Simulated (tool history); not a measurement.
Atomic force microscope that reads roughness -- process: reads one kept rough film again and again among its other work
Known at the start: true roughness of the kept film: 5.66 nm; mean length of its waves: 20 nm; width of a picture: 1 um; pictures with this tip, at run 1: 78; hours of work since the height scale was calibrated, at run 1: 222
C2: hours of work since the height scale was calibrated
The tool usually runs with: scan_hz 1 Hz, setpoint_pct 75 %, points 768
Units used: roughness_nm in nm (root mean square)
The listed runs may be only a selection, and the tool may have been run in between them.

run 1 day=0 | scan_hz=1 setpoint_pct=75 points=768 | pictures_with_this_tip=78 C2=222 | roughness_nm=2.388
run 2 day=1.025 | scan_hz=1 setpoint_pct=75 points=768 | pictures_with_this_tip=136 C2=241 | roughness_nm=2.005
run 3 day=1.488 | scan_hz=1 setpoint_pct=75 points=768 | pictures_with_this_tip=163 C2=249 | roughness_nm=1.851
-- day=2.321 new tip fitted
run 4 day=2.338 | scan_hz=0.82 setpoint_pct=75 points=768 | pictures_with_this_tip=1 C2=264 | roughness_nm=3.41
run 5 day=3.088 | scan_hz=1 setpoint_pct=75 points=479 | pictures_with_this_tip=44 C2=278 | roughness_nm=2.738
run 6 day=3.988 | scan_hz=1 setpoint_pct=75 points=479 | pictures_with_this_tip=96 C2=294 | roughness_nm=2.248
run 7 day=4.546 | scan_hz=1 setpoint_pct=75 points=479 | pictures_with_this_tip=128 C2=305 | roughness_nm=2.01
run 8 day=5.379 | scan_hz=1 setpoint_pct=75 points=479 | pictures_with_this_tip=175 C2=320 | roughness_nm=1.789
-- day=5.958 new tip fitted
run 9 day=6.538 | scan_hz=1 setpoint_pct=71 points=768 | pictures_with_this_tip=33 C2=341 | roughness_nm=2.904
run 10 day=7.321 | scan_hz=1 setpoint_pct=80 points=768 | pictures_with_this_tip=78 C2=355 | roughness_nm=2.327
run 11 day=7.825 | scan_hz=1 setpoint_pct=69 points=768 | pictures_with_this_tip=107 C2=365 | roughness_nm=2.189
run 12 day=8.942 | scan_hz=1 setpoint_pct=69 points=768 | pictures_with_this_tip=171 C2=385 | roughness_nm=1.808
-- day=9.588 new tip fitted
run 13 day=9.688 | scan_hz=1 setpoint_pct=59 points=768 | pictures_with_this_tip=5 C2=398 | roughness_nm=3.26
run 14 day=10.467 | scan_hz=1 setpoint_pct=59 points=768 | pictures_with_this_tip=50 C2=413 | roughness_nm=2.727
-- day=10.567 height scale calibrated on a step standard
run 15 day=11.292 | scan_hz=1 setpoint_pct=59 points=768 | pictures_with_this_tip=95 C2=13 | roughness_nm=2.29
run 16 day=12.262 | scan_hz=0.52 setpoint_pct=63 points=273 | pictures_with_this_tip=150 C2=31 | roughness_nm=1.87
-- day=12.904 height scale calibrated on a step standard, once more
-- day=13.279 new tip fitted
run 17 day=13.454 | scan_hz=2.73 setpoint_pct=75 points=306 | pictures_with_this_tip=10 C2=10 | roughness_nm=2.884
run 18 day=14.325 | scan_hz=0.58 setpoint_pct=75 points=457 | pictures_with_this_tip=60 C2=26 | roughness_nm=2.702
run 19 day=14.85 | scan_hz=0.58 setpoint_pct=75 points=457 | pictures_with_this_tip=90 C2=35 | roughness_nm=2.426
run 20 day=15.9 | scan_hz=1.73 setpoint_pct=75 points=269 | pictures_with_this_tip=150 C2=55 | roughness_nm=1.806
run 21 day=16.492 | scan_hz=2.88 setpoint_pct=63 points=393 | pictures_with_this_tip=184 C2=65 | roughness_nm=1.707
-- day=16.912 new tip fitted
run 22 day=17.267 | scan_hz=2.3 setpoint_pct=63 points=492 | pictures_with_this_tip=20 C2=79 | roughness_nm=2.987
run 23 day=18.329 | scan_hz=0.73 setpoint_pct=75 points=606 | pictures_with_this_tip=81 C2=99 | roughness_nm=2.435
run 24 day=19.133 | scan_hz=1 setpoint_pct=82 points=291 | pictures_with_this_tip=127 C2=113 | roughness_nm=2.011
run 25 day=20.171 | scan_hz=2.09 setpoint_pct=84 points=694 | pictures_with_this_tip=186 C2=133 | roughness_nm=1.559
-- day=20.525 new tip fitted
run 26 day=20.8 | scan_hz=0.98 setpoint_pct=84 points=694 | pictures_with_this_tip=16 C2=144 | roughness_nm=3.009
run 27 day=21.608 | scan_hz=2.37 setpoint_pct=69 points=768 | pictures_with_this_tip=62 C2=158 | roughness_nm=2.485
run 28 day=22.496 | scan_hz=1.66 setpoint_pct=88 points=274 | pictures_with_this_tip=113 C2=175 | roughness_nm=1.871
run 29 day=23.471 | scan_hz=1.66 setpoint_pct=56 points=514 | pictures_with_this_tip=169 C2=193 | roughness_nm=1.872

Forecast each of these 5 alternatives for the next run:
run A day=23.938 | scan_hz=1.45 setpoint_pct=56 points=419 | pictures_with_this_tip=195 C2=201 | roughness_nm=?
run B day=23.938 | scan_hz=0.74 setpoint_pct=81 points=698 | pictures_with_this_tip=195 C2=201 | roughness_nm=?
run C day=23.938 | scan_hz=1.39 setpoint_pct=67 points=881 | pictures_with_this_tip=195 C2=201 | roughness_nm=?
run D day=23.938 | scan_hz=1.66 setpoint_pct=62 points=558 | pictures_with_this_tip=195 C2=201 | roughness_nm=?
run E day=23.938 | scan_hz=1.66 setpoint_pct=81 points=514 | pictures_with_this_tip=195 C2=201 | roughness_nm=?

run=A roughness_nm=1.744
run=B roughness_nm=1.694
run=C roughness_nm=1.71
run=D roughness_nm=1.73
run=E roughness_nm=1.582
Take away the tool's hidden state, keep each run's random variation, and the runs would have read:
run=A roughness_nm=3.484
run=B roughness_nm=3.384
run=C roughness_nm=3.413
run=D roughness_nm=3.454
run=E roughness_nm=3.16

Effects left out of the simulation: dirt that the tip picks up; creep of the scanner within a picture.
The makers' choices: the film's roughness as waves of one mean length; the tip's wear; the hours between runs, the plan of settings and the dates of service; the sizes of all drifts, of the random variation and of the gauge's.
